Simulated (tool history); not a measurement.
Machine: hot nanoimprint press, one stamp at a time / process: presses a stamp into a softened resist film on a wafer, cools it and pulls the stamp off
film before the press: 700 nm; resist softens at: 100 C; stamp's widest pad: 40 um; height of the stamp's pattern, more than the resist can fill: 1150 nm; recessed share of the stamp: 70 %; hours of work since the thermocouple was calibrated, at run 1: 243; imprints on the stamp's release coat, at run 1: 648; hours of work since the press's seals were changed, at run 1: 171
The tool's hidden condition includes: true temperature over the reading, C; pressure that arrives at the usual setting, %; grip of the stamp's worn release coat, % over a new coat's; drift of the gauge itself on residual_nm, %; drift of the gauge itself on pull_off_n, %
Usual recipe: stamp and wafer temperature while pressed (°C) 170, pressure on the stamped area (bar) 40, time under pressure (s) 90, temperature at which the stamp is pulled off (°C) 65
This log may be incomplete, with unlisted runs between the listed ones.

run,hour,stamp and wafer temperature while pressed (°C),pressure on the stamped area (bar),time under pressure (s),temperature at which the stamp is pulled off (°C),hours of work since the thermocouple was calibrated,imprints on the stamp's release coat,hours of work since the press's seals were changed,resist left under the stamp's widest pad (angstrom),greatest force while the stamp is pulled off (N)
1,0,170,40,90,65,243,648,171,3323,247
# hour 18: plate thermocouple calibrated
2,30.3,170,40,171,65,8,733,188,2695,251
3,49.3,170,40,171,65,20,791,200,2681,255
4,78.6,170,40,171,65,38,882,218,2665,260
5,120.6,170,40,171,65,65,1013,245,2663,258
6,147.6,170,40,171,65,82,1097,262,2671,266
7,177.5,181,40,171,65,101,1189,281,1777,265
8,210.5,181,40,171,65,122,1292,302,1774,270
# hour 225.3: plate thermocouple calibrated, once more
9,237.2,181,40,171,65,8,1365,317,1839,276
10,276.1,170,26.1,90,65,32,1486,341,4212,287
11,316.7,170,26.1,120,65,58,1612,367,3859,302
12,347.9,170,26.1,120,65,78,1709,387,3838,295
13,385,170,40,90,65,101,1824,410,3389,309
14,420,170,40,90,65,123,1933,432,3394,308
15,451.5,170,40,90,65,143,2031,452,3390,309
16,473.2,170,25.6,90,65,157,2098,466,4217,308
# hour 486.7: stamp cleaned and given a new release coat
17,500.4,170,25.6,90,66,170,43,479,4217,230
18,533.6,170,42.2,47,65,191,146,500,4037,241
19,576.5,170,46.2,47,55,218,279,528,3869,253
20,605.9,170,46.2,47,55,237,370,546,3885,253
# hour 632.9: plate thermocouple calibrated
21,647,165,46.2,56,55,9,489,570,4416,257
22,683.7,165,46.2,56,55,32,602,594,4399,259
23,712.2,165,46.2,56,55,50,691,612,4405,267
24,750.9,165,46.2,56,55,75,811,636,4391,268
25,783.9,159,40,90,65,95,913,657,5008,267
26,819.8,159,40,90,65,118,1025,680,4963,274
27,859.4,174,40,90,72,143,1148,705,2968,269
28,880.3,179,25.1,79,71,156,1213,718,3359,268
29,902.1,165,27.1,75,71,170,1280,732,4995,276
30,920.9,175,35.1,69,57,182,1339,744,3341,299

How would selected steps in resist left under the stamp's widest pad (angstrom) from run to run divide? Give the signed amount a tool lacking its hidden state would still show from settings, what came in and random variation, and the signed amount left for the hidden state, including any gauge scatter that is not in both of the compared results.
Run 8 -> 9: plate thermocouple calibrated, once more. resist left under the stamp's widest pad (angstrom) +65: hidden state +62, all else +3.
Run 9 -> 10: stamp and wafer temperature while pressed (°C) 181 -> 170, pressure on the stamped area (bar) 40 -> 26.1, time under pressure (s) 171 -> 90. resist left under the stamp's widest pad (angstrom) +2373: hidden state +12, all else +2361.
Run 20 -> 21: stamp and wafer temperature while pressed (°C) 170 -> 165, time under pressure (s) 47 -> 56, plate thermocouple calibrated. resist left under the stamp's widest pad (angstrom) +531: hidden state +74, all else +457.
Run 26 -> 27: stamp and wafer temperature while pressed (°C) 159 -> 174, temperature at which the stamp is pulled off (°C) 65 -> 72. resist left under the stamp's widest pad (angstrom) -1995: hidden state -9, all else -1986.
Run 27 -> 28: stamp and wafer temperature while pressed (°C) 174 -> 179, pressure on the stamped area (bar) 40 -> 25.1, time under pressure (s) 90 -> 79, temperature at which the stamp is pulled off (°C) 72 -> 71. resist left under the stamp's widest pad (angstrom) +391: hidden state -25, all else +416.
Run 29 -> 30: stamp and wafer temperature while pressed (°C) 165 -> 175, pressure on the stamped area (bar) 27.1 -> 35.1, time under pressure (s) 75 -> 69, temperature at which the stamp is pulled off (°C) 71 -> 57. resist left under the stamp's widest pad (angstrom) -1654: hidden state +16, all else -1670.

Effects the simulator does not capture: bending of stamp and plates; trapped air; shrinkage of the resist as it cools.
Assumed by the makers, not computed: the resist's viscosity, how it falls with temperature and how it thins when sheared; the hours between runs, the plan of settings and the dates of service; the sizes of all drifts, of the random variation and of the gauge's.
